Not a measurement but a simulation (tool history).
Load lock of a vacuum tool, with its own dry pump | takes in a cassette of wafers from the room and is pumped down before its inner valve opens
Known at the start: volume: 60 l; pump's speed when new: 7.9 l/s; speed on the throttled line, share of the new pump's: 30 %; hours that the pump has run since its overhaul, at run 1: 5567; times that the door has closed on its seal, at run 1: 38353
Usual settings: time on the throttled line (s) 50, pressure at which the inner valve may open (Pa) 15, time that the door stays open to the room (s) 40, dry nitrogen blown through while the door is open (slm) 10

run,hour,time on the throttled line (s),pressure at which the inner valve may open (Pa),time that the door stays open to the room (s),dry nitrogen blown through while the door is open (slm),hours that the pump has run since its overhaul,times that the door has closed on its seal,"incoming humidity of the room's air, %",time from the closed door until the inner valve may open (s),rise of the pressure with all valves shut (Pa/min)
1,0.0,50,15,40,10,5567,38353,45.3,106.0,0.467
2,210.3,50,15,63,10,5777,39264,43.6,105.5,0.476
3,326.6,50,15,63,10,5894,39768,41.9,106.2,0.492
# hour 456.0: door's seal changed, seat wiped
4,524.1,50,15,63,10,6090,295,41.7,106.0,0.018
5,662.7,50,15,29,10,6228,895,42.5,106.4,0.020
6,789.3,50,15,171,10,6355,1443,48.1,106.1,0.032
7,981.8,50,15,171,10,6547,2278,45.1,107.6,0.032
8,1076.2,30,20,76,9,6642,2686,43.9,89.5,0.029
9,1239.4,79,20,128,9,6805,3393,43.4,124.0,0.031
10,1396.6,50,15,57,10,6962,4074,42.3,107.2,0.039
11,1563.5,50,15,57,10,7129,4797,43.1,106.5,0.037
12,1670.7,50,15,57,10,7236,5261,45.6,107.6,0.038
13,1848.7,50,19,30,8,7414,6033,43.9,103.4,0.043

Forecast each of these 4 alternatives for the next run:
A,2062.8,66,16,40,10,7628,6960,46.4,?,?
B,2062.8,50,12,30,8,7628,6960,44.8,?,?
C,2062.8,65,19,112,9,7628,6960,44.0,?,?
D,2062.8,78,19,29,8,7628,6960,44.3,?,?

run,time from the closed door until the inner valve may open (s),rise of the pressure with all valves shut (Pa/min)
A,117.1,0.048
B,110.2,0.050
C,114.7,0.054
D,122.7,0.044
Without the tool's hidden state the same runs would have given:
run,time from the closed door until the inner valve may open (s),rise of the pressure with all valves shut (Pa/min)
A,113.3,0.014
B,105.9,0.015
C,110.9,0.020
D,119.4,0.010
